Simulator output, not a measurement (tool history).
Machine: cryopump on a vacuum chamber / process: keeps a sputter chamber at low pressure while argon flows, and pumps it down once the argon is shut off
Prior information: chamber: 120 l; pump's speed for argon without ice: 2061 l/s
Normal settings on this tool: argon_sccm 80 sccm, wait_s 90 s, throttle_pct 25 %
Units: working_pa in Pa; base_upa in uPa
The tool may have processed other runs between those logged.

run    hour  argon_sccm  wait_s  throttle_pct  working_pa  base_upa
  1       0          80      90            25      0.2754      1.58
  2    62.7          80      90            25       0.278      1.59
      101.4  -- pump warmed up, emptied and cooled again
      115.2  -- leaking fittings of the chamber tightened, without venting
  3   136.4          80      23            25      0.2644      2.81
  4   181.9          80      23            25      0.2639      2.86
  5   217.2          80      23            25      0.2656      2.76
  6   295.4          80      23            25      0.2679      2.79
  7   363.3          80      23            25      0.2709      2.85
  8   396.5          80      23            25      0.2711       2.9
  9   473.5          80      23            25      0.2773      2.91
 10   532.8          80      90            25      0.2796         1
 11   580.3          80      90            25      0.2815      1.01
      600.5  -- pump warmed up, emptied and cooled again
 12   624.6          80      90            25      0.2639      0.97
 13   696.6          80      90            39      0.1726      1.05
 14   733.7          80      90            25      0.2678      1.02
 15   808.4          80      90            25      0.2681       1.1
 16   880.2          80      90            25      0.2719      1.12
 17   940.1          80      90            25      0.2739      1.15
 18   975.6          46      57            19      0.2067      1.56
 19  1009.2          77      21            29      0.2332      3.36
 20  1045.6          77      21            29      0.2357      3.37
       1096  -- pump warmed up, emptied and cooled again
 21  1128.2          57     103            25      0.1876      1.05
 22  1167.2          85     235            19      0.3718      0.75
 23  1200.2          54     235            19      0.2365      0.76
 24  1238.3         126      43            17      0.6133      1.96
 25  1312.9          52      90            25      0.1756      1.23
 26  1363.8          69      20            18      0.3238      3.67
 27  1433.4          59     125            25       0.203      1.15
 28  1474.4         119      85            53      0.2064      1.39
 29  1527.8         123      90            19        0.56      1.37
     1593.4  -- pump warmed up, emptied and cooled again
 30  1607.2          80      41            25      0.2635      2.09
 31    1648          80      58            25      0.2663      1.67
 32  1694.9          61     163            41      0.1254      0.99
 33  1757.5          56      49            27      0.1737      1.92

Predict each of these 4 candidate next runs independently; none follows another, all start after run 33:
  A  1816.7          80     167            25           ?         ?
  B  1816.7          96      47            20           ?         ?
  C  1816.7          53      34            27           ?         ?
  D  1816.7          90     103            17           ?         ?

run  working_pa  base_upa
  A      0.2708      1.09
  B      0.4074      1.99
  C       0.166      2.56
  D      0.4436      1.33
What these runs would have given with no unlogged condition in the tool:
run  working_pa  base_upa
  A      0.2621       0.5
  B      0.3969       1.4
  C      0.1602      1.95
  D      0.4338      0.73

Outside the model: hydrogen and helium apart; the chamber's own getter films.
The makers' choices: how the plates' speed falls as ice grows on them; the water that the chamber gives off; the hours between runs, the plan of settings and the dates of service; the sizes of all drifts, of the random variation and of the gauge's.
